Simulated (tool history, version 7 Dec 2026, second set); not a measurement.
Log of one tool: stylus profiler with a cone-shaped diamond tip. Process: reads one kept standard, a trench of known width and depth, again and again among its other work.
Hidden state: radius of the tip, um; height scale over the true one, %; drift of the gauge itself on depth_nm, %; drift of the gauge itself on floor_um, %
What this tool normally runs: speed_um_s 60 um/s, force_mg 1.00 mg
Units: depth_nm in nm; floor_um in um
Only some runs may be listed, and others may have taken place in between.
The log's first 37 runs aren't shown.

run    hour  speed_um_s  force_mg  scans with this tip  hours of work since the height scale was calibrated  depth_nm  floor_um
 38  1985.2          32      0.86                12091                                                  201   1008.38     13.76
 39  2021.6          32      0.86                12225                                                  225   1007.91     13.70
 40  2082.9          23      0.36                12449                                                  265   1004.61     13.62
 41  2150.9         233      1.43                12698                                                  309   1011.49     12.21
 42  2219.0         157      0.53                12947                                                  354   1006.12     12.03
 43  2257.9         142      0.70                13090                                                  379   1007.50     12.39
 44  2314.3          31      0.69                13296                                                  416   1007.68     13.49
 45  2346.7          30      1.10                13415                                                  437   1010.42     13.51

Predict each of these 3 candidate next runs independently; none follows another, all start after run 45:
  A  2392.1          99      2.14                13581                                                  467         ?         ?
  B  2392.1          30      1.04                13581                                                  467         ?         ?
  C  2392.1         118      0.76                13581                                                  467         ?         ?

run  depth_nm  floor_um
  A   1015.18     13.28
  B   1009.78     13.55
  C   1007.90     12.62
Had the tool no hidden state, the same runs would have come out as:
run  depth_nm  floor_um
  A   1014.58     15.48
  B   1009.19     15.74
  C   1007.30     14.81
